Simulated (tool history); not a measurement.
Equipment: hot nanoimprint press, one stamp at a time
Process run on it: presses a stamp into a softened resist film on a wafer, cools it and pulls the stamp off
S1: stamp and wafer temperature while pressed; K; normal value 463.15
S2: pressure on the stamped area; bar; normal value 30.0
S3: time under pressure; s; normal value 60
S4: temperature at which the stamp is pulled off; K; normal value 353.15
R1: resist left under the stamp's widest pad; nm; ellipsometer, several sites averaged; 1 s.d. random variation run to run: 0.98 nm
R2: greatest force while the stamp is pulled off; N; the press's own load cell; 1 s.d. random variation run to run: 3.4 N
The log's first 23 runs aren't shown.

Run 24, hour 517.6: usual settings but S1 457.15 K, S3 64 s. Result: R1 336.5 nm, R2 209 N.
Run 25, hour 548.6: usual settings but S2 43.6 bar, S4 350.15 K. Result: R1 245.1 nm, R2 231 N.
Run 26, hour 561.7: usual settings but S3 81 s, S4 354.15 K. Result: R1 260.4 nm, R2 197 N.
Run 27, hour 593.0: usual settings but S1 457.15 K, S3 58 s, S4 350.15 K. Result: R1 346.8 nm, R2 220 N.
At hour 611.9: stamp cleaned and given a new release coat.
Run 28, hour 611.9: usual settings but S1 457.15 K, S2 30.8 bar, S3 58 s, S4 342.15 K. Result: R1 343.7 nm, R2 275 N.
Run 29, hour 629.6: usual settings but S2 39.3 bar, S3 56 s. Result: R1 264.9 nm, R2 204 N.
Run 30, hour 660.2: usual settings but S2 39.3 bar, S3 56 s. Result: R1 264.2 nm, R2 212 N.
Run 31, hour 674.8: usual settings but S1 469.15 K, S2 34.0 bar, S3 88 s, S4 346.15 K. Result: R1 194.3 nm, R2 245 N.

Branching from run 31: 3 alternative next runs. What would each branch give?
Run A, hour 695.9: usual settings but S3 53 s, S4 349.15 K. Result: R1 ?, R2 ?.
Run B, hour 695.9: usual settings but S1 469.15 K, S2 28.5 bar, S3 58 s, S4 360.15 K. Result: R1 ?, R2 ?.
Run C, hour 695.9: usual settings but S1 469.15 K, S2 34.0 bar, S3 88 s, S4 350.15 K. Result: R1 ?, R2 ?.

run     R1   R2
  A  299.3  227
  B  245.6  165
  C  194.2  231
Without the tool's unlogged condition, the same runs would have read:
run     R1   R2
  A  299.6  227
  B  245.8  165
  C  194.3  231
